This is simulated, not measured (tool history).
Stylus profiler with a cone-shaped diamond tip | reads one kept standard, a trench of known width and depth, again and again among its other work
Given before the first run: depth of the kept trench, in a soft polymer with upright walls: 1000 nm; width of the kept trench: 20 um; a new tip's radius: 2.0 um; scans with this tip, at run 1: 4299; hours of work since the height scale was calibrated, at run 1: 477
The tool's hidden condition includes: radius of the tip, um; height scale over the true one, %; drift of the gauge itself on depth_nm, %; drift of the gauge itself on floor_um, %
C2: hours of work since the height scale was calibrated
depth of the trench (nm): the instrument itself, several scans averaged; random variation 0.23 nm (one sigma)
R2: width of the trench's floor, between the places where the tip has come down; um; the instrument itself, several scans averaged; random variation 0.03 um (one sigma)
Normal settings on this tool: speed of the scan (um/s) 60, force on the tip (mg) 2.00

Run 1, hour 0.0: usual settings; scans with this tip 4299; C2 477. Result: depth of the trench (nm) 1012.88, R2 14.21 um.
Run 2, hour 74.6: usual settings; scans with this tip 4676; C2 519. Result: depth of the trench (nm) 1012.58, R2 14.05 um.
Run 3, hour 168.4: usual settings; scans with this tip 5151; C2 572. Result: depth of the trench (nm) 1012.94, R2 13.93 um.
Run 4, hour 248.7: usual settings; scans with this tip 5557; C2 617. Result: depth of the trench (nm) 1012.80, R2 13.76 um.
Run 5, hour 299.0: usual settings; scans with this tip 5811; C2 645. Result: depth of the trench (nm) 1012.62, R2 13.66 um.
Run 6, hour 391.3: usual settings; scans with this tip 6278; C2 697. Result: depth of the trench (nm) 1012.28, R2 13.47 um.
Run 7, hour 455.8: usual settings; scans with this tip 6604; C2 733. Result: depth of the trench (nm) 1012.66, R2 13.39 um.
Run 8, hour 509.1: usual settings but speed of the scan (um/s) 49; scans with this tip 6873; C2 763. Result: depth of the trench (nm) 1012.35, R2 13.36 um.
Run 9, hour 579.3: usual settings but speed of the scan (um/s) 49; scans with this tip 7228; C2 803. Result: depth of the trench (nm) 1011.85, R2 13.25 um.
Run 10, hour 673.9: usual settings but speed of the scan (um/s) 49; scans with this tip 7707; C2 856. Result: depth of the trench (nm) 1012.19, R2 13.08 um.
Run 11, hour 749.4: usual settings; scans with this tip 8089; C2 898. Result: depth of the trench (nm) 1012.06, R2 12.90 um.
Run 12, hour 824.7: usual settings; scans with this tip 8469; C2 941. Result: depth of the trench (nm) 1012.15, R2 12.79 um.
Run 13, hour 876.8: usual settings; scans with this tip 8733; C2 970. Result: depth of the trench (nm) 1011.43, R2 12.74 um.
At hour 917.2: new tip fitted, height scale calibrated.
Run 14, hour 957.6: usual settings; scans with this tip 204; C2 23. Result: depth of the trench (nm) 1014.06, R2 16.07 um.
Run 15, hour 1006.0: usual settings; scans with this tip 449; C2 50. Result: depth of the trench (nm) 1014.04, R2 15.89 um.
Run 16, hour 1082.1: usual settings; scans with this tip 834; C2 93. Result: depth of the trench (nm) 1013.80, R2 15.72 um.
Run 17, hour 1163.7: usual settings but force on the tip (mg) 1.23; scans with this tip 1246; C2 138. Result: depth of the trench (nm) 1009.82, R2 15.43 um.
Run 18, hour 1217.4: usual settings; scans with this tip 1518; C2 169. Result: depth of the trench (nm) 1014.16, R2 15.38 um.
Run 19, hour 1299.0: usual settings but speed of the scan (um/s) 73; scans with this tip 1930; C2 214. Result: depth of the trench (nm) 1013.87, R2 15.07 um.
Run 20, hour 1402.0: usual settings but speed of the scan (um/s) 48; scans with this tip 2451; C2 272. Result: depth of the trench (nm) 1013.69, R2 14.98 um.
Run 21, hour 1451.6: usual settings but speed of the scan (um/s) 48; scans with this tip 2702; C2 300. Result: depth of the trench (nm) 1013.06, R2 14.87 um.
Run 22, hour 1522.9: usual settings but speed of the scan (um/s) 48; scans with this tip 3063; C2 340. Result: depth of the trench (nm) 1013.27, R2 14.70 um.
Run 23, hour 1581.2: usual settings but speed of the scan (um/s) 48; scans with this tip 3357; C2 373. Result: depth of the trench (nm) 1012.85, R2 14.63 um.
Run 24, hour 1627.7: usual settings but speed of the scan (um/s) 22, force on the tip (mg) 3.62; scans with this tip 3592; C2 399. Result: depth of the trench (nm) 1020.28, R2 14.75 um.
Run 25, hour 1676.2: usual settings but speed of the scan (um/s) 23, force on the tip (mg) 2.90; scans with this tip 3837; C2 426. Result: depth of the trench (nm) 1017.12, R2 14.64 um.
Run 26, hour 1746.3: usual settings but speed of the scan (um/s) 208, force on the tip (mg) 3.19; scans with this tip 4192; C2 466. Result: depth of the trench (nm) 1018.24, R2 13.41 um.
Run 27, hour 1823.7: usual settings but speed of the scan (um/s) 230, force on the tip (mg) 0.92; scans with this tip 4583; C2 509. Result: depth of the trench (nm) 1007.00, R2 12.05 um.
Run 28, hour 1916.5: usual settings but speed of the scan (um/s) 230, force on the tip (mg) 0.92; scans with this tip 5052; C2 561. Result: depth of the trench (nm) 1006.84, R2 11.90 um.
Run 29, hour 1970.3: usual settings but speed of the scan (um/s) 39, force on the tip (mg) 2.17; scans with this tip 5324; C2 591. Result: depth of the trench (nm) 1013.49, R2 13.90 um.
Run 30, hour 2036.4: usual settings but speed of the scan (um/s) 39, force on the tip (mg) 2.17; scans with this tip 5659; C2 629. Result: depth of the trench (nm) 1013.33, R2 13.77 um.
Run 31, hour 2134.5: usual settings but speed of the scan (um/s) 220, force on the tip (mg) 0.95; scans with this tip 6155; C2 684. Result: depth of the trench (nm) 1006.54, R2 11.61 um.
Run 32, hour 2218.3: usual settings but speed of the scan (um/s) 22, force on the tip (mg) 5.77; scans with this tip 6578; C2 731. Result: depth of the trench (nm) 1026.98, R2 13.59 um.
Run 33, hour 2305.4: usual settings but speed of the scan (um/s) 22, force on the tip (mg) 5.77; scans with this tip 7019; C2 780. Result: depth of the trench (nm) 1027.20, R2 13.46 um.
Run 34, hour 2363.2: usual settings but speed of the scan (um/s) 22, force on the tip (mg) 0.72; scans with this tip 7311; C2 812. Result: depth of the trench (nm) 1004.90, R2 13.19 um.
Run 35, hour 2410.5: usual settings but speed of the scan (um/s) 22, force on the tip (mg) 0.72; scans with this tip 7550; C2 839. Result: depth of the trench (nm) 1004.86, R2 13.18 um.
Run 36, hour 2470.8: usual settings but speed of the scan (um/s) 158, force on the tip (mg) 0.70; scans with this tip 7855; C2 872. Result: depth of the trench (nm) 1004.72, R2 11.41 um.
Run 37, hour 2529.9: usual settings but speed of the scan (um/s) 158, force on the tip (mg) 0.70; scans with this tip 8154; C2 906. Result: depth of the trench (nm) 1004.90, R2 11.33 um.
Run 38, hour 2580.5: usual settings but speed of the scan (um/s) 54, force on the tip (mg) 3.10; scans with this tip 8410; C2 934. Result: depth of the trench (nm) 1016.57, R2 12.85 um.
Run 39, hour 2629.7: usual settings but speed of the scan (um/s) 54, force on the tip (mg) 4.44; scans with this tip 8658; C2 962. Result: depth of the trench (nm) 1022.05, R2 12.82 um.
At hour 2686.7: new tip fitted, height scale calibrated.
Run 40, hour 2724.3: usual settings but speed of the scan (um/s) 55, force on the tip (mg) 1.37; scans with this tip 190; C2 21. Result: depth of the trench (nm) 1010.71, R2 16.00 um.
Run 41, hour 2829.5: usual settings but speed of the scan (um/s) 20, force on the tip (mg) 0.75; scans with this tip 722; C2 80. Result: depth of the trench (nm) 1007.11, R2 15.95 um.
Run 42, hour 2907.2: usual settings but speed of the scan (um/s) 20, force on the tip (mg) 0.75; scans with this tip 1114; C2 124. Result: depth of the trench (nm) 1007.11, R2 15.70 um.
Run 43, hour 3004.7: usual settings but speed of the scan (um/s) 53, force on the tip (mg) 1.65; scans with this tip 1607; C2 179. Result: depth of the trench (nm) 1011.99, R2 15.29 um.
Run 44, hour 3090.9: usual settings but speed of the scan (um/s) 136, force on the tip (mg) 5.57; scans with this tip 2043; C2 227. Result: depth of the trench (nm) 1027.81, R2 14.92 um.
Run 45, hour 3149.7: usual settings but speed of the scan (um/s) 82, force on the tip (mg) 0.77; scans with this tip 2340; C2 260. Result: depth of the trench (nm) 1006.89, R2 14.43 um.

Across each entry between runs, compare the hidden state at the last listed run before it with the hidden state at the first listed run after it:
Runs 13 to 14: new tip fitted, height scale calibrated (hour 917.2)
  radius of the tip, um: 6.39 -> 2.04; height scale over the true one, %: -0.256 -> -0.022
  difference, measured minus the result without the unlogged condition, depth of the trench (nm): -2.60 -> -0.23; R2: -3.40 -> -0.05 um
Runs 39 to 40: new tip fitted, height scale calibrated (hour 2686.7)
  radius of the tip, um: 6.49 -> 2.06; height scale over the true one, %: -0.255 -> -0.032
  difference, measured minus the result without the unlogged condition, depth of the trench (nm): -2.61 -> -0.32; R2: -3.45 -> -0.07 um
